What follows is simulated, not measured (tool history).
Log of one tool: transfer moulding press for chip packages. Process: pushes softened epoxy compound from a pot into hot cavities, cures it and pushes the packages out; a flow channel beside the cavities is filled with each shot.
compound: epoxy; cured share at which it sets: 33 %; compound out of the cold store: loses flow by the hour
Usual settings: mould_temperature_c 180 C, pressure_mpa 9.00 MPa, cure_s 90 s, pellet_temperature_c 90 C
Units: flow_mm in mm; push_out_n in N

run,hour,mould_temperature_c,pressure_mpa,cure_s,pellet_temperature_c,incoming compound's hours out of the cold store,flow_mm,push_out_n
1,0.0,180,9.00,90,90,33.5,602,168
2,22.8,180,9.00,90,90,33.4,595,175
3,45.9,180,9.93,90,90,24.5,645,167
4,56.7,180,9.93,90,90,9.5,708,167
5,70.1,180,9.00,90,90,37.8,579,182
6,95.4,180,9.00,90,90,40.8,563,171
7,109.6,180,9.00,90,90,18.5,632,182
8,124.0,180,9.00,90,90,36.0,578,170
9,150.1,180,9.00,90,90,10.0,658,184
10,168.9,180,9.00,90,90,17.0,641,169
11,186.7,180,9.00,90,90,37.5,581,171
12,205.9,180,9.00,90,90,38.9,565,172
13,222.5,180,9.00,90,90,45.5,553,170
14,249.1,180,9.00,90,90,38.5,571,164
15,273.0,180,9.00,90,90,28.1,602,165
16,283.8,173,7.93,92,82,16.8,621,227
17,297.0,173,7.93,92,82,17.8,613,224
18,319.3,180,6.83,96,82,31.2,518,168
19,344.1,180,6.83,96,82,8.1,580,175
20,364.1,180,6.83,96,82,20.2,538,165
21,381.6,172,9.00,90,80,15.2,680,234
22,400.0,172,9.00,90,80,33.1,615,230
23,422.0,172,9.00,90,80,19.2,660,239
24,434.2,172,9.00,90,80,24.4,640,235
25,445.8,172,9.00,90,80,23.9,632,240
26,471.2,184,9.00,90,98,23.7,604,161
27,493.9,184,9.00,90,98,15.1,644,162
28,516.8,184,9.00,112,99,19.5,615,152
29,533.8,172,9.00,126,99,45.0,578,162
30,547.1,172,6.86,90,90,23.6,558,228

Taken out of this log: 8 entries between the listed runs. Where each belongs, and how the hidden state differs across it:
Between runs 5 and 6: cavities cleaned with cleaning compound and waxed (hour 79.6)
  pressure that reaches the compound, % of what is set: 99.83 -> 99.81; grip of the stained cavities, % over clean ones': 2.2 -> 1
Between runs 9 and 10: cavities cleaned with cleaning compound and waxed (hour 159.7)
  pressure that reaches the compound, % of what is set: 99.78 -> 99.77; grip of the stained cavities, % over clean ones': 2.2 -> 0.6
Between runs 13 and 14: plunger's sealing rings changed (hour 232.5); cavities cleaned with cleaning compound and waxed (hour 242.9)
  pressure that reaches the compound, % of what is set: 99.74 -> 99.98; grip of the stained cavities, % over clean ones': 2.1 -> 0.4
Between runs 18 and 19: cavities cleaned with cleaning compound and waxed (hour 324.1)
  pressure that reaches the compound, % of what is set: 99.94 -> 99.93; grip of the stained cavities, % over clean ones': 2.2 -> 1.1
Between runs 22 and 23: cavities cleaned with cleaning compound and waxed (hour 404.9)
  pressure that reaches the compound, % of what is set: 99.9 -> 99.89; grip of the stained cavities, % over clean ones': 2.2 -> 0.9
Between runs 26 and 27: cavities cleaned with cleaning compound and waxed (hour 486.1)
  pressure that reaches the compound, % of what is set: 99.86 -> 99.84; grip of the stained cavities, % over clean ones': 2.1 -> 0.5
Between runs 27 and 28: mould's thermocouples calibrated (hour 500.3)
  true mould temperature over the reading, C: 0.04 -> 0.01; pressure that reaches the compound, % of what is set: 99.84 -> 99.83; grip of the stained cavities, % over clean ones': 0.5 -> 1.4
